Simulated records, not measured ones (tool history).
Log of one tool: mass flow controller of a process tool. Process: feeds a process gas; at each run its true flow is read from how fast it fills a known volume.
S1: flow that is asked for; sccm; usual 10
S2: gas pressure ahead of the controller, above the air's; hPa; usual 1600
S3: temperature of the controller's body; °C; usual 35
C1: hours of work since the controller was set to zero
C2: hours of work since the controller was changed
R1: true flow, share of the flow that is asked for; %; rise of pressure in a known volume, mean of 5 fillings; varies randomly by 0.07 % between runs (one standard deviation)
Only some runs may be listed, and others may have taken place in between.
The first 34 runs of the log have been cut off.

| run | day | S1 | S2 | S3 | C1 | C2 | R1 |
|---|---|---|---|---|---|---|---|
| 35 | 264.767 | 18 | 1800 | 28 | 3185 | 3185 | 100.93 |
| 36 | 273.788 | 18 | 1800 | 28 | 3342 | 3342 | 101.00 |
| 37 | 284.500 | 18 | 1800 | 28 | 3528 | 3528 | 100.89 |
| 38 | 291.067 | 18 | 2120 | 28 | 3642 | 3642 | 101.29 |
| 39 | 300.642 | 18 | 2120 | 28 | 3808 | 3808 | 101.44 |
| 40 | 309.200 | 18 | 2120 | 28 | 3957 | 3957 | 101.44 |
| 41 | 320.467 | 4 | 1710 | 29 | 4152 | 4152 | 98.12 |
| 42 | 331.471 | 4 | 2680 | 29 | 4343 | 4343 | 98.59 |
| 43 | 339.433 | 2 | 2680 | 31 | 4481 | 4481 | 97.03 |
| 44 | 345.062 | 5 | 2680 | 26 | 4579 | 4579 | 99.20 |
| 45 | 349.658 | 5 | 2050 | 26 | 4659 | 4659 | 98.80 |
| 46 | 358.238 | 2 | 2450 | 25 | 4808 | 4808 | 96.96 |
| 47 | 364.221 | 2 | 2450 | 25 | 4912 | 4912 | 96.94 |
| 48 | 372.388 | 2 | 2130 | 35 | 5053 | 5053 | 96.47 |
| 49 | 382.804 | 10 | 2750 | 35 | 5234 | 5234 | 100.47 |

Below are 3 alternative next runs, each starting from the tool's condition after run 49. Predict each:
| A | 388.550 | 10 | 1600 | 39 | 5334 | 5334 | ? |
| B | 388.550 | 8 | 2090 | 28 | 5334 | 5334 | ? |
| C | 388.550 | 10 | 1910 | 35 | 5334 | 5334 | ? |

| run | R1 |
|---|---|
| A | 99.88 |
| B | 99.97 |
| C | 100.04 |
Without the tool's hidden state the same runs would have given:
| run | R1 |
|---|---|
| A | 97.80 |
| B | 98.04 |
| C | 97.97 |

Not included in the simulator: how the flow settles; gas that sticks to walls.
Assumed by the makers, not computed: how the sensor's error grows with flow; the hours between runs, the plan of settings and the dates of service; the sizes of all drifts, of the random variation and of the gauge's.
